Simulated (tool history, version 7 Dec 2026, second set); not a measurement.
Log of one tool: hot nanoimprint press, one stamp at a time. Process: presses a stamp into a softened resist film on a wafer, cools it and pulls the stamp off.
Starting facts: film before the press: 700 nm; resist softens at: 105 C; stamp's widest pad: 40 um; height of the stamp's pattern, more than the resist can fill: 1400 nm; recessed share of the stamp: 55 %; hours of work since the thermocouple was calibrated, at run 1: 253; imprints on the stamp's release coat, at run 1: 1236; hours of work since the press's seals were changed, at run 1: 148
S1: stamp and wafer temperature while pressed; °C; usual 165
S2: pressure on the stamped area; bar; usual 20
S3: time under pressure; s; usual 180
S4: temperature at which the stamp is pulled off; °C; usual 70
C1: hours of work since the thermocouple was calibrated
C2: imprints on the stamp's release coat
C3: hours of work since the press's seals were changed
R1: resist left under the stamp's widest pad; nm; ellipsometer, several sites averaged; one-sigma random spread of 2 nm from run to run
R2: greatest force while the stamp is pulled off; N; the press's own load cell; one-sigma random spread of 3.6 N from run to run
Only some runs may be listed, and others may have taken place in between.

run   hour   S1    S2   S3  S4   C1    C2   C3     R1   R2
  1      0  165    20  180  70  253  1236  148  305.7  245
  2     20  165    20  180  70  269  1351  163  302.7  255
  3   38.9  165  24.4  180  70  284  1461  178  276.3  258
  4   59.6  165  24.4  180  70  301  1580  195  276.1  264
  5   80.2  160    20  180  70  317  1699  211  377.2  274
  6   89.9  165    20  180  67  325  1755  219  299.2  277
  7   99.2  165    20  180  67  332  1809  226  299.1  293
  8  107.9  165    20  180  67  339  1859  233  298.2  286
  9  127.5  175    20  180  70  355  1972  249    193  289
 10  141.4  165    20  123  70  366  2053  260  345.2  290

The next listed run, before its measurement:
 11  153.2  165  20  123  70  375  2121  269   ?   ?

{"run 11": {"R1": 346.3, "R2": 297}}
Were there no unlogged condition in the tool, this run, its random variation unchanged, would have produced R1 366.3 nm, R2 176 N.
